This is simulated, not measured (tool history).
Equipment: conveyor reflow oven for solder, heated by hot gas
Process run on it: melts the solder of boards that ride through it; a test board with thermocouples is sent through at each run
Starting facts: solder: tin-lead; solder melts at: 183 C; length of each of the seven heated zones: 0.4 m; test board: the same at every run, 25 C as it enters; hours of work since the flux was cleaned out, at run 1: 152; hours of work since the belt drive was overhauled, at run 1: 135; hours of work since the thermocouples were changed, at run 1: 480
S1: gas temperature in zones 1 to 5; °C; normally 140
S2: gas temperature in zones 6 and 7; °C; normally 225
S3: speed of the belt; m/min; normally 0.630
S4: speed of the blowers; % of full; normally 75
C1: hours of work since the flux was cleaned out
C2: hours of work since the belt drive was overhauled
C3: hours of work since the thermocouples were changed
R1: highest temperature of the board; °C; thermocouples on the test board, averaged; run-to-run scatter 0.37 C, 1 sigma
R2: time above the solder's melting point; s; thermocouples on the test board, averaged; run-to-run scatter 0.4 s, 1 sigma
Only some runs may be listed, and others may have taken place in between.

run 1 hour=0.0 | S1=140 S2=225 S3=0.630 S4=75 | C1=152 C2=135 C3=480 | R1=215.6 R2=57.4
run 2 hour=13.9 | S1=140 S2=225 S3=0.630 S4=75 | C1=158 C2=141 C3=486 | R1=214.9 R2=57.3
run 3 hour=27.2 | S1=140 S2=225 S3=0.630 S4=75 | C1=164 C2=147 C3=492 | R1=215.1 R2=56.7
run 4 hour=45.7 | S1=148 S2=225 S3=0.630 S4=75 | C1=172 C2=155 C3=500 | R1=216.7 R2=60.9
run 5 hour=60.2 | S1=148 S2=225 S3=0.630 S4=75 | C1=179 C2=162 C3=507 | R1=216.2 R2=61.8
run 6 hour=77.2 | S1=140 S2=226 S3=0.630 S4=75 | C1=187 C2=169 C3=514 | R1=216.4 R2=57.9
run 7 hour=96.6 | S1=140 S2=225 S3=0.630 S4=75 | C1=195 C2=178 C3=523 | R1=214.9 R2=57.1
run 8 hour=111.6 | S1=140 S2=225 S3=0.630 S4=75 | C1=202 C2=185 C3=530 | R1=214.8 R2=57.1
run 9 hour=127.9 | S1=140 S2=225 S3=0.630 S4=75 | C1=209 C2=192 C3=537 | R1=214.9 R2=57.8
run 10 hour=149.1 | S1=140 S2=225 S3=0.630 S4=75 | C1=219 C2=202 C3=547 | R1=215.0 R2=58.1
run 11 hour=162.9 | S1=140 S2=225 S3=0.630 S4=75 | C1=225 C2=208 C3=553 | R1=214.6 R2=57.2
run 12 hour=172.5 | S1=140 S2=225 S3=0.630 S4=69 | C1=229 C2=212 C3=557 | R1=213.8 R2=55.2
-- hour=177.6 belt drive overhauled, speed set with a stopwatch
-- hour=190.4 flux residue cleaned out of gas plates and filters
run 13 hour=200.8 | S1=140 S2=225 S3=0.630 S4=69 | C1=5 C2=8 C3=566 | R1=215.7 R2=57.1
run 14 hour=216.3 | S1=140 S2=225 S3=0.630 S4=69 | C1=12 C2=15 C3=573 | R1=215.0 R2=57.7
run 15 hour=233.0 | S1=140 S2=225 S3=0.630 S4=69 | C1=19 C2=23 C3=580 | R1=215.1 R2=57.7
run 16 hour=252.2 | S1=140 S2=228 S3=0.630 S4=75 | C1=28 C2=31 C3=589 | R1=219.3 R2=60.8
run 17 hour=271.0 | S1=140 S2=215 S3=0.710 S4=75 | C1=36 C2=40 C3=597 | R1=204.7 R2=42.1
-- hour=288.1 belt drive overhauled, speed set with a stopwatch, once more
run 18 hour=292.5 | S1=134 S2=225 S3=0.630 S4=70 | C1=44 C2=2 C3=605 | R1=214.4 R2=54.5
run 19 hour=306.8 | S1=134 S2=231 S3=0.630 S4=70 | C1=50 C2=8 C3=612 | R1=220.0 R2=58.2
run 20 hour=319.6 | S1=134 S2=231 S3=0.630 S4=70 | C1=56 C2=14 C3=617 | R1=219.8 R2=58.3
run 21 hour=332.9 | S1=151 S2=231 S3=0.630 S4=88 | C1=62 C2=20 C3=623 | R1=225.3 R2=68.0
run 22 hour=348.0 | S1=136 S2=236 S3=0.650 S4=53 | C1=69 C2=27 C3=630 | R1=218.5 R2=54.8
run 23 hour=365.5 | S1=140 S2=222 S3=0.630 S4=59 | C1=77 C2=35 C3=638 | R1=209.6 R2=51.4
run 24 hour=375.7 | S1=134 S2=237 S3=0.630 S4=59 | C1=81 C2=39 C3=643 | R1=221.4 R2=59.2
run 25 hour=397.5 | S1=140 S2=225 S3=0.570 S4=52 | C1=91 C2=49 C3=652 | R1=212.9 R2=60.8
run 26 hour=413.8 | S1=135 S2=215 S3=0.570 S4=52 | C1=99 C2=56 C3=660 | R1=203.0 R2=47.9
run 27 hour=431.8 | S1=135 S2=215 S3=0.570 S4=52 | C1=107 C2=65 C3=668 | R1=203.2 R2=47.6
run 28 hour=452.5 | S1=140 S2=225 S3=0.511 S4=70 | C1=116 C2=74 C3=677 | R1=220.1 R2=75.6
run 29 hour=462.0 | S1=140 S2=225 S3=0.511 S4=70 | C1=120 C2=78 C3=681 | R1=219.5 R2=76.2
run 30 hour=479.5 | S1=140 S2=225 S3=0.511 S4=70 | C1=128 C2=86 C3=689 | R1=219.8 R2=76.4
run 31 hour=488.6 | S1=140 S2=225 S3=0.511 S4=70 | C1=132 C2=90 C3=693 | R1=219.6 R2=76.0

Take each entry between the runs: how does the hidden state at the last listed run before it differ from the hidden state at the first listed run after it?
In the gap between runs 12 and 13: belt drive overhauled, speed set with a stopwatch (hour 177.6); flux residue cleaned out of gas plates and filters (hour 190.4)
  heat that the gas passes to the board, % of a clean oven's: 91.6 -> 99.2; belt's true speed, % of the reading: 99.64 -> 99.46; true gas temperature in zones 6 and 7 over the reading, C: 2.28 -> 2.32
  measured minus no-state result, R1: +0.4 -> +2.0 °C; R2: +0.0 -> +1.8 s
In the gap between runs 17 and 18: belt drive overhauled, speed set with a stopwatch, once more (hour 288.1)
  heat that the gas passes to the board, % of a clean oven's: 98.1 -> 97.8; belt's true speed, % of the reading: 99.39 -> 100.05; true gas temperature in zones 6 and 7 over the reading, C: 2.43 -> 2.46
  measured minus no-state result, R1: +1.9 -> +1.7 °C; R2: +2.0 -> +1.2 s
